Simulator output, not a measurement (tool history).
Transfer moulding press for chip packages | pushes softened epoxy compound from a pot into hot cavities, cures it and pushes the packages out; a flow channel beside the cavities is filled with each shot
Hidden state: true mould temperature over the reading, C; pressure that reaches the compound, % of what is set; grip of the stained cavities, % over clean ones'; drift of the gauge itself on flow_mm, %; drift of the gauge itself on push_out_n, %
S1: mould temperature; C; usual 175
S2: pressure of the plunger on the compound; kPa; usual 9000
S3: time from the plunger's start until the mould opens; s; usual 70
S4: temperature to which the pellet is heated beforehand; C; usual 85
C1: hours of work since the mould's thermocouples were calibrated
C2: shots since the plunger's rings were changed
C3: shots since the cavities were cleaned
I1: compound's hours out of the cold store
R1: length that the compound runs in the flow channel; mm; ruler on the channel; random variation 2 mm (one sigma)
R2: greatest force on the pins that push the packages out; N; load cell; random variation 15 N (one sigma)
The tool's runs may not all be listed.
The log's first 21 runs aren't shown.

| run | hour | S1 | S2 | S3 | S4 | C1 | C2 | C3 | I1 | R1 | R2 |
|---|---|---|---|---|---|---|---|---|---|---|---|
| 22 | 145.1 | 171 | 9980 | 84 | 94 | 106 | 2440 | 340 | 10.3 | 999 | 1030 |
| 23 | 154.9 | 171 | 9980 | 84 | 94 | 110 | 2540 | 440 | 19.9 | 963 | 1115 |
| 24 | 159.9 | 171 | 9980 | 84 | 94 | 112 | 2592 | 492 | 28.1 | 938 | 1102 |
| 25 | 165.5 | 171 | 9980 | 84 | 94 | 115 | 2650 | 550 | 46 | 884 | 1073 |
| 26 | 170.6 | 182 | 9720 | 70 | 86 | 117 | 2703 | 603 | 45.5 | 834 | 868 |
| 27 | 175.4 | 169 | 9000 | 70 | 85 | 119 | 2753 | 653 | 22.7 | 917 | 2284 |
| 28 | 184.1 | 182 | 9000 | 89 | 85 | 123 | 2842 | 742 | 32.9 | 834 | 834 |
| 29 | 188.7 | 182 | 9000 | 89 | 85 | 125 | 2890 | 790 | 37.6 | 820 | 849 |
| 30 | 196 | 175 | 8430 | 110 | 85 | 128 | 2966 | 866 | 30.7 | 837 | 899 |

Forecast each of these 3 alternatives for the next run:
| A | 201.4 | 178 | 8070 | 110 | 88 | 131 | 3021 | 921 | 47.2 | ? | ? |
| B | 201.4 | 175 | 9000 | 57 | 85 | 131 | 3021 | 921 | 27.1 | ? | ? |
| C | 201.4 | 173 | 9000 | 70 | 85 | 131 | 3021 | 921 | 14.1 | ? | ? |

| run | R1 | R2 |
|---|---|---|
| A | 764 | 883 |
| B | 872 | 2454 |
| C | 923 | 1732 |
Without the tool's hidden state the same runs would have given:
| run | R1 | R2 |
|---|---|---|
| A | 789 | 434 |
| B | 901 | 1175 |
| C | 954 | 827 |
